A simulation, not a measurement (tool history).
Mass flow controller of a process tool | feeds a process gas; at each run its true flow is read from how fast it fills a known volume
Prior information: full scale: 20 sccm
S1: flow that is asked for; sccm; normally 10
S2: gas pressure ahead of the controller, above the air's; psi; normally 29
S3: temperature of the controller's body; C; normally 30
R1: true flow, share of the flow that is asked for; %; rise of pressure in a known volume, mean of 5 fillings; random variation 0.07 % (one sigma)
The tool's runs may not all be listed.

run	hour	S1	S2	S3	R1
1	0	10	29	30	99.34
2	120.1	10	29	30	99.3
3	251.5	10	29	30	99.37
4	424.7	10	21.9	30	99.05
5	557.6	10	21.9	30	99.1
6	657.2	10	29	30	99.2
7	827.4	10	29	30	99.4
8	1008.9	10	29	30	99.21
9	1214.8	10	29	29	99.24
10	1418.4	10	29	29	99.26
11	1588.4	10	29	29	99.23
12	1771.4	13	29	30	99.38
13	1986.1	13	29	30	99.37
14	2091.6	13	29	30	99.44
15	2297.3	13	29	30	99.41
16	2460.4	13	29	30	99.47
17	2607.7	12	29	30	99.3
18	2770.9	10	29	30	99.39
19	2910.6	10	29	30	99.29
20	3038.4	10	29	30	99.4
21	3140.2	10	29	35	99.63
22	3277.8	10	29	35	99.58
23	3414	10	29	25	98.99
24	3626.2	10	29	25	99.05
25	3805.3	10	29	25	99.02
# hour 3865.4: controller's zero set anew
26	3971.8	2	26.1	39	97.26
27	4134.2	10	33.9	30	97.89
28	4299.3	7	38	30	97.66
29	4395.2	7	38	30	97.63
30	4516.5	8	26.4	23	97.17
31	4680.7	3	31.2	24	96.93
32	4895.1	3	31.2	24	97
33	5109	3	22.5	27	96.99
34	5207.1	8	23.9	30	97.44
35	5341.5	6	22.9	24	96.83
36	5431.3	10	22.9	24	97.24
37	5533.9	4	37	37	98.06
38	5639	10	34.5	30	97.82
39	5770.5	10	34.5	30	97.92
40	5884.1	10	20.7	30	97.59
41	6038.8	10	20.7	30	97.55
42	6131.9	2	29	30	98.28
43	6333.7	6	30	22	97.07
44	6527.8	14	22.3	30	98.08
45	6745.5	9	21.9	35	97.93
46	6961.7	17	29	30	98.64
47	7103.4	10	25.4	26	97.57
48	7195.8	2	25.4	37	99.42

Forecast each of these 4 alternatives for the next run:
A	7330.8	2	29	27	?
B	7330.8	5	29	21	?
C	7330.8	2	28.6	37	?
D	7330.8	7	29	30	?

run	R1
A	98.99
B	97.13
C	99.42
D	97.62
Take away the tool's hidden state, keep each run's random variation, and the runs would have read:
run	R1
A	97.61
B	97.6
C	98.03
D	98.44

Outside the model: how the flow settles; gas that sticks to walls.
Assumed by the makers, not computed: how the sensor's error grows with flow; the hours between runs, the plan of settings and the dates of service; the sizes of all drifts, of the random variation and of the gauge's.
